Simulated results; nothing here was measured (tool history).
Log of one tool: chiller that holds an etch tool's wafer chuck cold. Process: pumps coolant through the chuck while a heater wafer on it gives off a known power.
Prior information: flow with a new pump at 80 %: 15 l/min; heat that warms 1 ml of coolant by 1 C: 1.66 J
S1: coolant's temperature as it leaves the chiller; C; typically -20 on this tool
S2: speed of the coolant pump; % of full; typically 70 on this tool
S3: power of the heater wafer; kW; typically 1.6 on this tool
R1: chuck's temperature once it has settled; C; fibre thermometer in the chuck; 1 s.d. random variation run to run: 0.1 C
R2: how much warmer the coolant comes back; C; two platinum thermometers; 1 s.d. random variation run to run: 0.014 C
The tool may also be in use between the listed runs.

run 1 hour=0 | S1=-20 S2=70 S3=1.6 | R1=-4 R2=4.44
run 2 hour=200.2 | S1=-20 S2=70 S3=1.785 | R1=-2.1 R2=4.95
run 3 hour=299.6 | S1=-20 S2=100 S3=1.6 | R1=-7.7 R2=3.03
run 4 hour=424.1 | S1=-20 S2=100 S3=1.6 | R1=-7.7 R2=3.03
run 5 hour=536.9 | S1=-20 S2=100 S3=1.6 | R1=-7.8 R2=3.04
run 6 hour=668.8 | S1=-20 S2=100 S3=1.255 | R1=-10.4 R2=2.38
run 7 hour=800.2 | S1=-20 S2=70 S3=0.991 | R1=-9.9 R2=2.76
run 8 hour=942.4 | S1=-20 S2=70 S3=0.991 | R1=-10.3 R2=2.74
run 9 hour=1033.6 | S1=-19 S2=70 S3=1.6 | R1=-2.9 R2=4.43
run 10 hour=1200.8 | S1=-19 S2=70 S3=1.6 | R1=-3 R2=4.43
run 11 hour=1404.1 | S1=-24 S2=70 S3=1.6 | R1=-8 R2=4.44
run 12 hour=1574.6 | S1=-24 S2=70 S3=1.6 | R1=-7.9 R2=4.41
-- hour=1608.8 chiller's thermometer calibrated
run 13 hour=1751.8 | S1=-24 S2=70 S3=1.6 | R1=-7.9 R2=4.45
run 14 hour=1931.9 | S1=-25 S2=83 S3=1.6 | R1=-10.8 R2=3.69
run 15 hour=2068.9 | S1=-14 S2=65 S3=2.065 | R1=7.9 R2=6.19
run 16 hour=2161.7 | S1=-14 S2=65 S3=1.472 | R1=1.7 R2=4.43
run 17 hour=2282.6 | S1=-14 S2=65 S3=1.472 | R1=1.7 R2=4.42
run 18 hour=2434.9 | S1=-14 S2=65 S3=1.472 | R1=1.7 R2=4.38
run 19 hour=2526.4 | S1=-11 S2=61 S3=1.472 | R1=5.3 R2=4.72
run 20 hour=2628.9 | S1=-11 S2=74 S3=1.973 | R1=8 R2=5.16
run 21 hour=2779.1 | S1=-19 S2=88 S3=1.6 | R1=-5.5 R2=3.49
run 22 hour=2928.4 | S1=-16 S2=86 S3=1.109 | R1=-6.4 R2=2.5
run 23 hour=3122.4 | S1=-16 S2=86 S3=1.109 | R1=-6.5 R2=2.46
run 24 hour=3300.5 | S1=-16 S2=86 S3=1.109 | R1=-6.5 R2=2.47
run 25 hour=3475.1 | S1=-16 S2=86 S3=1.109 | R1=-6.6 R2=2.5
run 26 hour=3634 | S1=-16 S2=86 S3=0.93 | R1=-7.9 R2=2.08

Consider 3 possible next runs. They are alternatives, not a sequence: every one starts from the tool as it was left by run 26. What does each give?
run A hour=3772.6 | S1=-26 S2=86 S3=0.93 | R1=? R2=?
run B hour=3772.6 | S1=-20 S2=80 S3=1.6 | R1=? R2=?
run C hour=3772.6 | S1=-25 S2=81 S3=1.534 | R1=? R2=?

run=A R1=-17.9 R2=2.08
run=B R1=-5.5 R2=3.85
run=C R1=-11.1 R2=3.65
Stripped of hidden state, with their random variation kept, the same runs would have yielded:
run=A R1=-17.9 R2=2.08
run=B R1=-5.5 R2=3.85
run=C R1=-11.1 R2=3.65
